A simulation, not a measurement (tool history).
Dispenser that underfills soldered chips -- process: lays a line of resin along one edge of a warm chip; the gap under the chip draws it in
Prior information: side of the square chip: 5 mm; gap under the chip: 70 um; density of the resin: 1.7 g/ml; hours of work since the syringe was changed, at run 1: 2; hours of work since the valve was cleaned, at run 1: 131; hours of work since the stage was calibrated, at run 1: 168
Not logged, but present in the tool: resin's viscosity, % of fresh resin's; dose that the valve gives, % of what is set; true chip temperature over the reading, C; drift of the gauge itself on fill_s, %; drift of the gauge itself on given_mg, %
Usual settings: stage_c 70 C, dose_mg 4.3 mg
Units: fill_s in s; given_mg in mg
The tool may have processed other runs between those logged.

| run | hour | stage_c | dose_mg | hours of work since the syringe was changed | hours of work since the valve was cleaned | hours of work since the stage was calibrated | fill_s | given_mg |
|---|---|---|---|---|---|---|---|---|
| 1 | 0 | 70 | 4.3 | 2 | 131 | 168 | 22.9 | 3.94 |
| 2 | 5.6 | 70 | 4.3 | 6 | 135 | 172 | 30.7 | 4.04 |
|  | 8.4 | new syringe of resin |
| 3 | 12.3 | 85 | 4.3 | 3 | 139 | 176 | 11.5 | 4.07 |
|  | 19.8 | new syringe of resin |
| 4 | 19.8 | 85 | 4.3 | 0 | 144 | 181 | 8.4 | 3.9 |
|  | 24.8 | dispensing valve cleaned and set on the balance |
| 5 | 31.6 | 85 | 4.3 | 7 | 5 | 188 | 15.9 | 4.23 |
|  | 32.7 | new syringe of resin |
| 6 | 42.6 | 70 | 4.87 | 7 | 12 | 196 | 30.7 | 4.86 |
|  | 44.3 | new syringe of resin |
| 7 | 49.1 | 70 | 4.87 | 3 | 16 | 200 | 23.8 | 4.85 |
| 8 | 55 | 81 | 4.3 | 7 | 20 | 204 | 19.6 | 4.24 |
|  | 56.3 | new syringe of resin |
| 9 | 64.4 | 81 | 4.3 | 5 | 26 | 210 | 17.1 | 4.21 |
|  | 68.5 | new syringe of resin |
| 10 | 73.1 | 81 | 4.3 | 3 | 32 | 216 | 13.6 | 4.28 |
|  | 80.7 | new syringe of resin |
| 11 | 83.3 | 79 | 4.3 | 2 | 39 | 223 | 13.8 | 4.17 |
|  | 92.2 | new syringe of resin |
| 12 | 93.8 | 79 | 4.3 | 1 | 46 | 230 | 13.4 | 4.15 |
| 13 | 99.5 | 79 | 3.86 | 5 | 50 | 234 | 18.7 | 3.78 |
|  | 103.8 | new syringe of resin |
| 14 | 107.6 | 79 | 3.86 | 3 | 55 | 239 | 15.5 | 3.78 |
|  | 115.6 | new syringe of resin |
| 15 | 116.2 | 79 | 3.86 | 0 | 61 | 244 | 12.8 | 3.73 |
| 16 | 125.3 | 79 | 3.86 | 7 | 67 | 251 | 21.3 | 3.72 |
|  | 127 | new syringe of resin |
| 17 | 130.1 | 70 | 4.3 | 2 | 70 | 254 | 22.6 | 4.16 |
| 18 | 135 | 62 | 4.3 | 5 | 73 | 257 | 46.2 | 4.14 |
|  | 138.5 | new syringe of resin |
| 19 | 145.3 | 58 | 4.3 | 5 | 80 | 264 | 53.5 | 4.18 |
|  | 150.4 | new syringe of resin |
| 20 | 150.4 | 58 | 4.8 | 0 | 84 | 267 | 35.3 | 4.58 |
| 21 | 157.4 | 75 | 4.3 | 5 | 88 | 272 | 22.3 | 4.08 |
|  | 162 | new syringe of resin |
| 22 | 164.1 | 61 | 4.3 | 1 | 93 | 276 | 34.4 | 4.08 |
|  | 173.6 | new syringe of resin |
| 23 | 174.9 | 70 | 4.5 | 1 | 100 | 284 | 19.7 | 4.23 |
| 24 | 180.8 | 70 | 4.87 | 5 | 104 | 288 | 28.5 | 4.56 |
|  | 185.2 | new syringe of resin |
| 25 | 191.7 | 62 | 3.79 | 4 | 111 | 295 | 44.3 | 3.55 |
|  | 196.6 | new syringe of resin |
| 26 | 201.6 | 62 | 3.79 | 3 | 118 | 301 | 40.9 | 3.54 |
|  | 208 | new syringe of resin |
| 27 | 209.2 | 56 | 5.12 | 1 | 123 | 306 | 41.8 | 4.88 |
| 28 | 215.6 | 56 | 5.12 | 5 | 127 | 311 | 63.4 | 4.75 |
|  | 219.8 | new syringe of resin |
| 29 | 221.1 | 56 | 5.12 | 1 | 131 | 314 | 43.8 | 4.82 |
|  | 231.3 | new syringe of resin |
| 30 | 231.9 | 56 | 5.12 | 0 | 138 | 322 | 41.7 | 4.73 |
| 31 | 236.4 | 80 | 4.44 | 4 | 141 | 325 | 15.9 | 4.18 |
|  | 243 | new syringe of resin |
| 32 | 243 | 78 | 4.52 | 0 | 145 | 329 | 13.3 | 4.18 |
|  | 246.6 | dispensing valve cleaned and set on the balance |
| 33 | 252.6 | 81 | 5.32 | 6 | 4 | 335 | 17.1 | 5.33 |

Alternative continuations, all from the tool just after run 33; predict every row:
|  | 256 | new syringe of resin |
| A | 260.8 | 81 | 5.12 | 3 | 10 | 340 | ? | ? |
|  | 256 | new syringe of resin |
| B | 260.8 | 56 | 5.08 | 3 | 10 | 340 | ? | ? |
|  | 256 | new syringe of resin |
| C | 260.8 | 68 | 5.05 | 3 | 10 | 340 | ? | ? |
|  | 256 | new syringe of resin |
| D | 260.8 | 80 | 5.32 | 3 | 10 | 340 | ? | ? |

| run | fill_s | given_mg |
|---|---|---|
| A | 13.9 | 5.07 |
| B | 53.8 | 5.01 |
| C | 28 | 5.04 |
| D | 15.2 | 5.35 |
Take away the tool's hidden state, keep each run's random variation, and the runs would have read:
| run | fill_s | given_mg |
|---|---|---|
| A | 9.5 | 5.11 |
| B | 36.4 | 5.06 |
| C | 19.3 | 5.08 |
| D | 10.5 | 5.39 |
